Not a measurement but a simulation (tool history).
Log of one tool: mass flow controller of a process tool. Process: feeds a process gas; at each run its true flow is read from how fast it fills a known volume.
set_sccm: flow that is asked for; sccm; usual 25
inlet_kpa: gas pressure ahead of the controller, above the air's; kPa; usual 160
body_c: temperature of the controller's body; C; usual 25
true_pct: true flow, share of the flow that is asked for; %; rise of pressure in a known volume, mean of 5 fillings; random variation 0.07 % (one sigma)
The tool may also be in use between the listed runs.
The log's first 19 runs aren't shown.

run,hour,set_sccm,inlet_kpa,body_c,true_pct
20,1032.3,25,147,25,98.56
21,1091.3,30,160,21,99.18
22,1153.8,31,275,33,98.72
23,1228.1,31,275,33,98.75
24,1292.3,5,221,33,97.38
25,1340.9,14,221,33,97.87
26,1403.2,14,221,33,97.89
27,1446.5,18,221,33,97.93
28,1508.2,25,155,35,98.04
29,1586.4,14,274,35,97.91
30,1647.9,14,274,35,97.77
31,1725.9,6,274,36,97.32
32,1779.8,14,274,36,97.74
33,1834.8,14,274,36,97.86
34,1913.9,14,274,36,97.68
35,1987.1,13,197,25,98.10
36,2047.8,29,172,38,98.11
37,2103.0,29,172,24,99.01
38,2140.4,46,214,24,99.90

Forecast each of these 5 alternatives for the next run:
A,2190.1,8,144,32,?
B,2190.1,6,142,32,?
C,2190.1,15,234,24,?
D,2190.1,20,218,38,?
E,2190.1,25,264,25,?

run,true_pct
A,97.52
B,97.14
C,98.49
D,97.64
E,98.86
Without the tool's hidden state the same runs would have given:
run,true_pct
A,97.52
B,97.15
C,98.48
D,97.63
E,98.85
